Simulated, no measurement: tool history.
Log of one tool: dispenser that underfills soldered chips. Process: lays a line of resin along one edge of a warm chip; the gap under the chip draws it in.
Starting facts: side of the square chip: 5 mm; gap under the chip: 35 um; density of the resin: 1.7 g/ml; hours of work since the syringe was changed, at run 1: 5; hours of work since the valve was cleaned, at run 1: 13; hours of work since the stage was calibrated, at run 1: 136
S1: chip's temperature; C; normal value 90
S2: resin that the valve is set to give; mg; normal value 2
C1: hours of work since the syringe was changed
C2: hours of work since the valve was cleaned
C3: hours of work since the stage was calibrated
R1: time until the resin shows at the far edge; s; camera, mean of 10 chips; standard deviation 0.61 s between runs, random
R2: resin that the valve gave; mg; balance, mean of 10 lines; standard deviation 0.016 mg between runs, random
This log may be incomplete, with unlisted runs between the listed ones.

Run 1, hour 0: usual settings; C1 5; C2 13; C3 136. Result: R1 73 s, R2 1.97 mg.
At hour 9.9: new syringe of resin.
Run 2, hour 14.5: usual settings; C1 3; C2 24; C3 147. Result: R1 66 s, R2 2 mg.
At hour 25.7: new syringe of resin.
Run 3, hour 25.8: usual settings; C1 0; C2 32; C3 155. Result: R1 53.9 s, R2 1.95 mg.
Run 4, hour 38.2: usual settings; C1 9; C2 41; C3 164. Result: R1 96.3 s, R2 1.92 mg.
At hour 41.2: new syringe of resin.
Run 5, hour 51.3: usual settings; C1 7; C2 51; C3 174. Result: R1 89.1 s, R2 1.94 mg.
At hour 57.7: new syringe of resin.
Run 6, hour 59.2: usual settings; C1 1; C2 56; C3 179. Result: R1 56.1 s, R2 1.95 mg.
Run 7, hour 70.8: usual settings; C1 10; C2 65; C3 188. Result: R1 99.1 s, R2 1.89 mg.
At hour 74.2: new syringe of resin.
Run 8, hour 84.7: usual settings but S2 2.41 mg; C1 8; C2 75; C3 198. Result: R1 84.1 s, R2 2.31 mg.
At hour 90.1: new syringe of resin.
At hour 99.3: dispensing valve cleaned and set on the balance.
Run 9, hour 99.8: usual settings but S2 2.41 mg; C1 6; C2 0; C3 208. Result: R1 79.9 s, R2 2.4 mg.
At hour 106.9: new syringe of resin.
Run 10, hour 115.3: usual settings but S1 83 C, S2 2.27 mg; C1 6; C2 12; C3 220. Result: R1 111.6 s, R2 2.28 mg.
At hour 122.9: new syringe of resin.
Run 11, hour 125.8: usual settings but S1 84 C; C1 2; C2 19; C3 227. Result: R1 86.4 s, R2 1.99 mg.
At hour 139.4: new syringe of resin.
Run 12, hour 141.1: usual settings but S1 85 C, S2 2.5 mg; C1 1; C2 30; C3 238. Result: R1 71.3 s, R2 2.46 mg.

Each row is a separate what-if for the run after 12, all from the same tool condition, not one after another. Results?
At hour 155.9: new syringe of resin.
Run A, hour 155.9: usual settings but S1 92 C, S2 1.81 mg; C1 0; C2 41; C3 249. Result: R1 ?, R2 ?.
At hour 155.9: new syringe of resin.
Run B, hour 155.9: usual settings but S1 75 C, S2 1.73 mg; C1 0; C2 41; C3 249. Result: R1 ?, R2 ?.
At hour 155.9: new syringe of resin.
Run C, hour 155.9: usual settings but S1 81 C, S2 2.5 mg; C1 0; C2 41; C3 249. Result: R1 ?, R2 ?.
At hour 155.9: new syringe of resin.
Run D, hour 155.9: usual settings but S1 105 C; C1 0; C2 41; C3 249. Result: R1 ?, R2 ?.
At hour 155.9: new syringe of resin.
Run E, hour 155.9: usual settings but S1 83 C; C1 0; C2 41; C3 249. Result: R1 ?, R2 ?.

run     R1    R2
  A   51.2  1.77
  B  122.7  1.69
  C   83.2  2.45
  D   27.6  1.95
  E   78.5  1.93
Take away the tool's hidden state, keep each run's random variation, and the runs would have read:
run     R1    R2
  A   49.4  1.82
  B  117.8  1.73
  C   80.7  2.51
  D   26.7     2
  E   75.8  1.98
